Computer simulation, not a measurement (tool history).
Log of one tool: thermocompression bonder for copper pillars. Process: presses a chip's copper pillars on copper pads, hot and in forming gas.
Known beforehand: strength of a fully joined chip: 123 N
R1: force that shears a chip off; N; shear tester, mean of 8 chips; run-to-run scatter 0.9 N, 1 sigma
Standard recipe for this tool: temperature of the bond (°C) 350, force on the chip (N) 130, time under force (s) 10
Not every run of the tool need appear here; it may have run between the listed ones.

run 1 day=0.000 | temperature_of_the_bond_(°C)=350 force_on_the_chip_(N)=130 time_under_force_(s)=10 | R1=64.3
run 2 day=2.108 | temperature_of_the_bond_(°C)=350 force_on_the_chip_(N)=120 time_under_force_(s)=10 | R1=60.4
run 3 day=4.075 | temperature_of_the_bond_(°C)=350 force_on_the_chip_(N)=120 time_under_force_(s)=10 | R1=59.4
run 4 day=5.917 | temperature_of_the_bond_(°C)=350 force_on_the_chip_(N)=130 time_under_force_(s)=15 | R1=70.8
run 5 day=6.917 | temperature_of_the_bond_(°C)=350 force_on_the_chip_(N)=130 time_under_force_(s)=10 | R1=63.5
run 6 day=8.800 | temperature_of_the_bond_(°C)=350 force_on_the_chip_(N)=130 time_under_force_(s)=10 | R1=62.8
-- day=10.221 force cell calibrated
run 7 day=10.954 | temperature_of_the_bond_(°C)=350 force_on_the_chip_(N)=85 time_under_force_(s)=10 | R1=49.0
run 8 day=12.200 | temperature_of_the_bond_(°C)=350 force_on_the_chip_(N)=85 time_under_force_(s)=10 | R1=47.1
-- day=12.971 forming gas filter changed
run 9 day=13.608 | temperature_of_the_bond_(°C)=350 force_on_the_chip_(N)=85 time_under_force_(s)=10 | R1=51.2
run 10 day=15.750 | temperature_of_the_bond_(°C)=350 force_on_the_chip_(N)=130 time_under_force_(s)=10 | R1=69.7
run 11 day=18.004 | temperature_of_the_bond_(°C)=342 force_on_the_chip_(N)=130 time_under_force_(s)=10 | R1=63.6
run 12 day=20.088 | temperature_of_the_bond_(°C)=350 force_on_the_chip_(N)=159 time_under_force_(s)=10 | R1=75.1
run 13 day=22.417 | temperature_of_the_bond_(°C)=350 force_on_the_chip_(N)=159 time_under_force_(s)=10 | R1=75.4
run 14 day=24.508 | temperature_of_the_bond_(°C)=322 force_on_the_chip_(N)=130 time_under_force_(s)=10 | R1=49.9
run 15 day=26.617 | temperature_of_the_bond_(°C)=322 force_on_the_chip_(N)=130 time_under_force_(s)=10 | R1=49.1
run 16 day=28.592 | temperature_of_the_bond_(°C)=322 force_on_the_chip_(N)=130 time_under_force_(s)=10 | R1=48.2
run 17 day=30.758 | temperature_of_the_bond_(°C)=379 force_on_the_chip_(N)=130 time_under_force_(s)=10 | R1=78.8
run 18 day=33.058 | temperature_of_the_bond_(°C)=379 force_on_the_chip_(N)=130 time_under_force_(s)=10 | R1=76.9
run 19 day=34.550 | temperature_of_the_bond_(°C)=350 force_on_the_chip_(N)=131 time_under_force_(s)=10 | R1=62.2
-- day=35.071 forming gas filter changed
run 20 day=36.929 | temperature_of_the_bond_(°C)=361 force_on_the_chip_(N)=131 time_under_force_(s)=14 | R1=81.2
run 21 day=39.321 | temperature_of_the_bond_(°C)=340 force_on_the_chip_(N)=97 time_under_force_(s)=17 | R1=58.9
run 22 day=41.508 | temperature_of_the_bond_(°C)=340 force_on_the_chip_(N)=97 time_under_force_(s)=17 | R1=57.5
run 23 day=43.471 | temperature_of_the_bond_(°C)=370 force_on_the_chip_(N)=128 time_under_force_(s)=9 | R1=72.4
run 24 day=45.208 | temperature_of_the_bond_(°C)=359 force_on_the_chip_(N)=128 time_under_force_(s)=13 | R1=71.8
run 25 day=47.554 | temperature_of_the_bond_(°C)=368 force_on_the_chip_(N)=130 time_under_force_(s)=13 | R1=78.7
run 26 day=48.808 | temperature_of_the_bond_(°C)=329 force_on_the_chip_(N)=177 time_under_force_(s)=14 | R1=69.5
run 27 day=50.717 | temperature_of_the_bond_(°C)=350 force_on_the_chip_(N)=97 time_under_force_(s)=16 | R1=58.8
run 28 day=52.000 | temperature_of_the_bond_(°C)=350 force_on_the_chip_(N)=97 time_under_force_(s)=16 | R1=58.5
run 29 day=54.408 | temperature_of_the_bond_(°C)=350 force_on_the_chip_(N)=97 time_under_force_(s)=10 | R1=47.0
run 30 day=55.538 | temperature_of_the_bond_(°C)=350 force_on_the_chip_(N)=97 time_under_force_(s)=10 | R1=47.2
run 31 day=56.792 | temperature_of_the_bond_(°C)=356 force_on_the_chip_(N)=97 time_under_force_(s)=11 | R1=52.2
-- day=57.133 forming gas filter changed
run 32 day=58.654 | temperature_of_the_bond_(°C)=356 force_on_the_chip_(N)=97 time_under_force_(s)=11 | R1=56.2
run 33 day=60.038 | temperature_of_the_bond_(°C)=340 force_on_the_chip_(N)=143 time_under_force_(s)=10 | R1=62.3
run 34 day=61.900 | temperature_of_the_bond_(°C)=340 force_on_the_chip_(N)=143 time_under_force_(s)=10 | R1=61.9
run 35 day=63.042 | temperature_of_the_bond_(°C)=350 force_on_the_chip_(N)=156 time_under_force_(s)=10 | R1=70.0
run 36 day=65.117 | temperature_of_the_bond_(°C)=370 force_on_the_chip_(N)=156 time_under_force_(s)=10 | R1=81.7
run 37 day=67.492 | temperature_of_the_bond_(°C)=350 force_on_the_chip_(N)=119 time_under_force_(s)=10 | R1=56.1

Forecast each of these 3 alternatives for the next run:
run A day=68.538 | temperature_of_the_bond_(°C)=345 force_on_the_chip_(N)=184 time_under_force_(s)=10 | R1=?
run B day=68.538 | temperature_of_the_bond_(°C)=348 force_on_the_chip_(N)=173 time_under_force_(s)=10 | R1=?
run C day=68.538 | temperature_of_the_bond_(°C)=350 force_on_the_chip_(N)=130 time_under_force_(s)=7 | R1=?

run=A R1=73.0
run=B R1=71.1
run=C R1=53.2
With no hidden state in the tool, these same runs would have given:
run=A R1=89.0
run=B R1=87.0
run=C R1=67.4
